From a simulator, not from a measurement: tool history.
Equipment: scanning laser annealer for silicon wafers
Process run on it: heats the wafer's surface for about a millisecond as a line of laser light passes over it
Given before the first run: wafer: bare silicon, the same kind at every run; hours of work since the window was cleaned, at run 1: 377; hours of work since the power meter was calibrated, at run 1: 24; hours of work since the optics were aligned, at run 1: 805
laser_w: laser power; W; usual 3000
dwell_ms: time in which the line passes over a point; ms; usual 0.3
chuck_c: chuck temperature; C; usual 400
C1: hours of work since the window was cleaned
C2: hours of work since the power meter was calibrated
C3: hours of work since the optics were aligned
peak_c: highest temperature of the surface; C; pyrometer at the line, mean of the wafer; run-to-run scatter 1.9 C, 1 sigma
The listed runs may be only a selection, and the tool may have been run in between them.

run 1 hour=0 | laser_w=3000 dwell_ms=0.3 chuck_c=400 | C1=377 C2=24 C3=805 | peak_c=1114
run 2 hour=6.1 | laser_w=3000 dwell_ms=0.3 chuck_c=400 | C1=380 C2=27 C3=808 | peak_c=1113
run 3 hour=12.8 | laser_w=3000 dwell_ms=0.3 chuck_c=400 | C1=384 C2=31 C3=812 | peak_c=1116
run 4 hour=17.5 | laser_w=3000 dwell_ms=0.3 chuck_c=400 | C1=387 C2=34 C3=814 | peak_c=1111
run 5 hour=22.3 | laser_w=3000 dwell_ms=0.3 chuck_c=409 | C1=389 C2=36 C3=817 | peak_c=1124
run 6 hour=26.9 | laser_w=2846 dwell_ms=0.3 chuck_c=400 | C1=392 C2=39 C3=819 | peak_c=1071
run 7 hour=32.5 | laser_w=3000 dwell_ms=0.3 chuck_c=400 | C1=395 C2=42 C3=822 | peak_c=1114
run 8 hour=37.1 | laser_w=3000 dwell_ms=0.244 chuck_c=400 | C1=397 C2=44 C3=825 | peak_c=1039
run 9 hour=45.4 | laser_w=3000 dwell_ms=0.244 chuck_c=400 | C1=402 C2=49 C3=829 | peak_c=1036
run 10 hour=54.4 | laser_w=3000 dwell_ms=0.298 chuck_c=400 | C1=407 C2=54 C3=834 | peak_c=1107
run 11 hour=62.2 | laser_w=3000 dwell_ms=0.298 chuck_c=400 | C1=411 C2=58 C3=838 | peak_c=1111
run 12 hour=69.6 | laser_w=3000 dwell_ms=0.298 chuck_c=400 | C1=415 C2=62 C3=843 | peak_c=1108
run 13 hour=78.5 | laser_w=3000 dwell_ms=0.298 chuck_c=400 | C1=420 C2=67 C3=847 | peak_c=1110
run 14 hour=85.2 | laser_w=3000 dwell_ms=0.369 chuck_c=400 | C1=423 C2=70 C3=851 | peak_c=1194
run 15 hour=90 | laser_w=3000 dwell_ms=0.369 chuck_c=400 | C1=426 C2=73 C3=854 | peak_c=1195
run 16 hour=94.1 | laser_w=2929 dwell_ms=0.3 chuck_c=400 | C1=428 C2=75 C3=856 | peak_c=1093
run 17 hour=101.9 | laser_w=2664 dwell_ms=0.3 chuck_c=413 | C1=432 C2=80 C3=860 | peak_c=1037

Forecast run 18:
run 18 hour=109.6 | laser_w=3202 dwell_ms=0.261 chuck_c=400 | C1=437 C2=84 C3=864 | peak_c=?

Logged for run 18: peak_c 1110 C.
The same run, on a tool lacking any hidden state, would have yielded peak_c 1139 C.

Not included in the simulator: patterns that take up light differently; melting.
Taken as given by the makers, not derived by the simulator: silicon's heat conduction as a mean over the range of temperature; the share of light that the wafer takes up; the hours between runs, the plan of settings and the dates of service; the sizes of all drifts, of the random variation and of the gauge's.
